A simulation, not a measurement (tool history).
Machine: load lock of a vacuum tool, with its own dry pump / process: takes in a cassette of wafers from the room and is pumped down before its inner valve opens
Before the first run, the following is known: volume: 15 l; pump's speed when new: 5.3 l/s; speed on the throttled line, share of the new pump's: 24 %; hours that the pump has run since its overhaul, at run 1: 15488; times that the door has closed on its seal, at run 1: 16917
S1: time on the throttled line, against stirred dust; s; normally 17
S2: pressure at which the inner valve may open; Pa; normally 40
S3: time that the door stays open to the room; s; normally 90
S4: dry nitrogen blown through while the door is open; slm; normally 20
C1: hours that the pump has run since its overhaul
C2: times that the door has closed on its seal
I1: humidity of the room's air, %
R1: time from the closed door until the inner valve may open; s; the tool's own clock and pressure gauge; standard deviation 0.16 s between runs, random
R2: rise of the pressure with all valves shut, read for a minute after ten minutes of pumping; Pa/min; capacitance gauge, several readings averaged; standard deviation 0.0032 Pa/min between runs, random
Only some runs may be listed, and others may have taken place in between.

{"run": 1, "hour": 0.0, "S1": 17, "S2": 40, "S3": 90, "S4": 20, "C1": 15488, "C2": 16917, "I1": 43.7, "R1": 35.3, "R2": 0.104}
{"run": 2, "hour": 448.5, "S1": 17, "S2": 40, "S3": 90, "S4": 20, "C1": 15937, "C2": 18640, "I1": 45.4, "R1": 35.5, "R2": 0.104}
{"run": 3, "hour": 881.6, "S1": 17, "S2": 40, "S3": 90, "S4": 20, "C1": 16370, "C2": 20303, "I1": 46.9, "R1": 35.2, "R2": 0.118}
{"run": 4, "hour": 1311.0, "S1": 17, "S2": 40, "S3": 90, "S4": 20, "C1": 16799, "C2": 21952, "I1": 47.0, "R1": 35.3, "R2": 0.115}
{"run": 5, "hour": 1700.8, "S1": 17, "S2": 40, "S3": 90, "S4": 20, "C1": 17189, "C2": 23449, "I1": 44.2, "R1": 35.3, "R2": 0.105}
{"run": 6, "hour": 2157.5, "S1": 17, "S2": 40, "S3": 90, "S4": 20, "C1": 17646, "C2": 25203, "I1": 43.0, "R1": 35.3, "R2": 0.1}
{"run": 7, "hour": 2435.5, "S1": 17, "S2": 40, "S3": 90, "S4": 20, "C1": 17924, "C2": 26270, "I1": 48.6, "R1": 35.2, "R2": 0.117}
{"run": 8, "hour": 2858.4, "S1": 17, "S2": 40, "S3": 90, "S4": 20, "C1": 18347, "C2": 27894, "I1": 48.0, "R1": 35.0, "R2": 0.114}
{"run": 9, "hour": 3222.0, "S1": 17, "S2": 37, "S3": 90, "S4": 20, "C1": 18710, "C2": 29291, "I1": 42.1, "R1": 35.5, "R2": 0.11}
{"run": 10, "hour": 3486.6, "S1": 17, "S2": 37, "S3": 90, "S4": 20, "C1": 18975, "C2": 30307, "I1": 45.5, "R1": 35.3, "R2": 0.112}
{"run": 11, "hour": 3759.7, "S1": 17, "S2": 40, "S3": 32, "S4": 20, "C1": 19248, "C2": 31356, "I1": 43.9, "R1": 35.1, "R2": 0.064}
{"run": 12, "hour": 3981.0, "S1": 11, "S2": 40, "S3": 32, "S4": 20, "C1": 19469, "C2": 32205, "I1": 43.9, "R1": 30.7, "R2": 0.063}
{"run": 13, "hour": 4398.6, "S1": 11, "S2": 40, "S3": 32, "S4": 20, "C1": 19887, "C2": 33809, "I1": 46.5, "R1": 30.8, "R2": 0.064}
{"run": 14, "hour": 4718.5, "S1": 17, "S2": 40, "S3": 90, "S4": 20, "C1": 20207, "C2": 35038, "I1": 47.8, "R1": 35.2, "R2": 0.121}
{"run": 15, "hour": 5046.2, "S1": 17, "S2": 40, "S3": 90, "S4": 20, "C1": 20534, "C2": 36296, "I1": 45.4, "R1": 35.2, "R2": 0.11}
{"run": 16, "hour": 5500.0, "S1": 17, "S2": 40, "S3": 90, "S4": 20, "C1": 20988, "C2": 38039, "I1": 43.7, "R1": 35.2, "R2": 0.106}
{"run": 17, "hour": 5715.9, "S1": 19, "S2": 40, "S3": 189, "S4": 38, "C1": 21204, "C2": 38868, "I1": 43.2, "R1": 36.7, "R2": 0.122}
{"run": 18, "hour": 6113.5, "S1": 19, "S2": 40, "S3": 189, "S4": 38, "C1": 21602, "C2": 40395, "I1": 43.7, "R1": 36.7, "R2": 0.123}
{"run": 19, "hour": 6528.2, "S1": 15, "S2": 40, "S3": 64, "S4": 4, "C1": 22016, "C2": 41987, "I1": 43.8, "R1": 33.4, "R2": 0.121}
{"run": 20, "hour": 6798.8, "S1": 17, "S2": 59, "S3": 96, "S4": 14, "C1": 22287, "C2": 43027, "I1": 43.5, "R1": 34.0, "R2": 0.12}
{"run": 21, "hour": 7193.2, "S1": 20, "S2": 40, "S3": 34, "S4": 20, "C1": 22682, "C2": 44541, "I1": 45.6, "R1": 37.2, "R2": 0.065}
{"run": 22, "hour": 7601.8, "S1": 20, "S2": 40, "S3": 34, "S4": 20, "C1": 23090, "C2": 46110, "I1": 44.3, "R1": 37.5, "R2": 0.067}
{"run": 23, "hour": 7852.5, "S1": 15, "S2": 49, "S3": 192, "S4": 8, "C1": 23341, "C2": 47073, "I1": 44.5, "R1": 33.2, "R2": 0.207}
{"hour": 8192.2, "done": "dry pump taken out, an overhauled one fitted"}
{"run": 24, "hour": 8266.1, "S1": 17, "S2": 66, "S3": 90, "S4": 18, "C1": 74, "C2": 48639, "I1": 45.7, "R1": 33.9, "R2": 0.11}
{"run": 25, "hour": 8568.6, "S1": 17, "S2": 66, "S3": 90, "S4": 18, "C1": 376, "C2": 49800, "I1": 41.5, "R1": 33.9, "R2": 0.109}
{"run": 26, "hour": 8845.2, "S1": 14, "S2": 30, "S3": 41, "S4": 9, "C1": 653, "C2": 50862, "I1": 43.8, "R1": 34.0, "R2": 0.087}
{"run": 27, "hour": 9207.4, "S1": 13, "S2": 30, "S3": 112, "S4": 9, "C1": 1015, "C2": 52254, "I1": 45.7, "R1": 32.9, "R2": 0.151}
{"hour": 9638.3, "done": "door's seal changed, seat wiped"}
{"run": 28, "hour": 9652.5, "S1": 13, "S2": 30, "S3": 112, "S4": 9, "C1": 1459, "C2": 55, "I1": 45.5, "R1": 33.2, "R2": 0.148}
{"run": 29, "hour": 9981.6, "S1": 19, "S2": 43, "S3": 90, "S4": 20, "C1": 1788, "C2": 1319, "I1": 46.5, "R1": 36.5, "R2": 0.11}

Consider 4 possible next runs. They are alternatives, not a sequence: every one starts from the tool as it was left by run 29. What does each give?
{"run": "A", "hour": 10282.8, "S1": 17, "S2": 31, "S3": 76, "S4": 20, "C1": 2089, "C2": 2475, "I1": 46.1, "R1": "?", "R2": "?"}
{"run": "B", "hour": 10282.8, "S1": 17, "S2": 40, "S3": 65, "S4": 20, "C1": 2089, "C2": 2475, "I1": 43.6, "R1": "?", "R2": "?"}
{"run": "C", "hour": 10282.8, "S1": 12, "S2": 31, "S3": 90, "S4": 42, "C1": 2089, "C2": 2475, "I1": 46.9, "R1": "?", "R2": "?"}
{"run": "D", "hour": 10282.8, "S1": 32, "S2": 60, "S3": 90, "S4": 20, "C1": 2089, "C2": 2475, "I1": 44.6, "R1": "?", "R2": "?"}

run=A R1=35.9 R2=0.106
run=B R1=35.1 R2=0.088
run=C R1=32.3 R2=0.086
run=D R1=45.2 R2=0.111
Without the tool's hidden state the same runs would have given:
run=A R1=35.9 R2=0.106
run=B R1=35.1 R2=0.087
run=C R1=32.3 R2=0.086
run=D R1=45.2 R2=0.111

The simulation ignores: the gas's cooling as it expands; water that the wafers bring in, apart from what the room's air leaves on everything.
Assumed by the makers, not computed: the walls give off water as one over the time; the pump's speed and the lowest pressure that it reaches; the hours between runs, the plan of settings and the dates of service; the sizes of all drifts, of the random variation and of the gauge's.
